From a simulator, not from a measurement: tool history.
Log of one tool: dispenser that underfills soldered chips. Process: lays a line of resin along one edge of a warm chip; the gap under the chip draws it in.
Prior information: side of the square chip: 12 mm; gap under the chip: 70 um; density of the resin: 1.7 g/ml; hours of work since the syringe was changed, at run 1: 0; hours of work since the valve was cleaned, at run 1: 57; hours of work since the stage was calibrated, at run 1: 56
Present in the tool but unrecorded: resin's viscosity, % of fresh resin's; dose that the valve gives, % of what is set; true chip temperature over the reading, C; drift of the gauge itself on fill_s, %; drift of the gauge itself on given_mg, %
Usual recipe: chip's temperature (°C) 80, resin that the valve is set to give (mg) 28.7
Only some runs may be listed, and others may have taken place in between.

run,hour,chip's temperature (°C),resin that the valve is set to give (mg),hours of work since the syringe was changed,hours of work since the valve was cleaned,hours of work since the stage was calibrated,time until the resin shows at the far edge (s),resin that the valve gave (mg)
1,0.0,80,28.7,0,57,56,91.7,27.75
2,3.5,80,28.7,2,59,58,102.6,27.47
# hour 7.2: dispensing valve cleaned and set on the balance
3,8.8,80,28.7,5,1,61,116.4,28.49
# hour 11.8: new syringe of resin
4,13.3,80,28.7,1,4,64,96.8,28.65
5,16.1,80,28.7,3,6,66,103.9,28.54
6,19.5,89,28.7,5,8,68,88.6,28.47
# hour 22.4: new syringe of resin
7,22.4,80,28.7,0,10,70,94.9,28.51
8,24.8,73,32.8,2,12,72,123.6,32.60
9,29.3,69,32.2,5,15,75,158.3,32.08
# hour 33.1: new syringe of resin
10,33.1,86,30.3,0,17,77,77.1,30.09
11,36.6,91,36.2,2,20,80,71.7,35.73
12,40.9,91,33.5,5,23,83,84.6,33.06
# hour 44.0: new syringe of resin
13,44.8,91,30.8,1,25,85,68.6,30.19

Hidden condition of the tool, last listed run before each entry between runs versus first listed run after:
In the gap between runs 2 and 3: dispensing valve cleaned and set on the balance (hour 7.2)
  resin's viscosity, % of fresh resin's: 109.9 -> 124.3; dose that the valve gives, % of what is set: 96.32 -> 99.63; true chip temperature over the reading, C: -0.33 -> -0.35
  the result without the hidden state subtracted from the measured one, time until the resin shows at the far edge (s): +10.5 -> +23.8; resin that the valve gave (mg): -1.06 -> -0.10
In the gap between runs 3 and 4: new syringe of resin (hour 11.8)
  resin's viscosity, % of fresh resin's: 124.3 -> 104.3; dose that the valve gives, % of what is set: 99.63 -> 99.43; true chip temperature over the reading, C: -0.35 -> -0.38
  the result without the hidden state subtracted from the measured one, time until the resin shows at the far edge (s): +23.8 -> +5.1; resin that the valve gave (mg): -0.10 -> -0.17
In the gap between runs 6 and 7: new syringe of resin (hour 22.4)
  resin's viscosity, % of fresh resin's: 124.2 -> 100.7; dose that the valve gives, % of what is set: 99.15 -> 99.03; true chip temperature over the reading, C: -0.41 -> -0.42
  the result without the hidden state subtracted from the measured one, time until the resin shows at the far edge (s): +18.2 -> +2.0; resin that the valve gave (mg): -0.24 -> -0.28
In the gap between runs 9 and 10: new syringe of resin (hour 33.1)
  resin's viscosity, % of fresh resin's: 122.4 -> 99.3; dose that the valve gives, % of what is set: 98.71 -> 98.55; true chip temperature over the reading, C: -0.46 -> -0.47
  the result without the hidden state subtracted from the measured one, time until the resin shows at the far edge (s): +30.8 -> +0.6; resin that the valve gave (mg): -0.42 -> -0.44
In the gap between runs 12 and 13: new syringe of resin (hour 44.0)
  resin's viscosity, % of fresh resin's: 124 -> 104.4; dose that the valve gives, % of what is set: 98.19 -> 98.04; true chip temperature over the reading, C: -0.51 -> -0.53
  the result without the hidden state subtracted from the measured one, time until the resin shows at the far edge (s): +17.3 -> +4.0; resin that the valve gave (mg): -0.61 -> -0.61
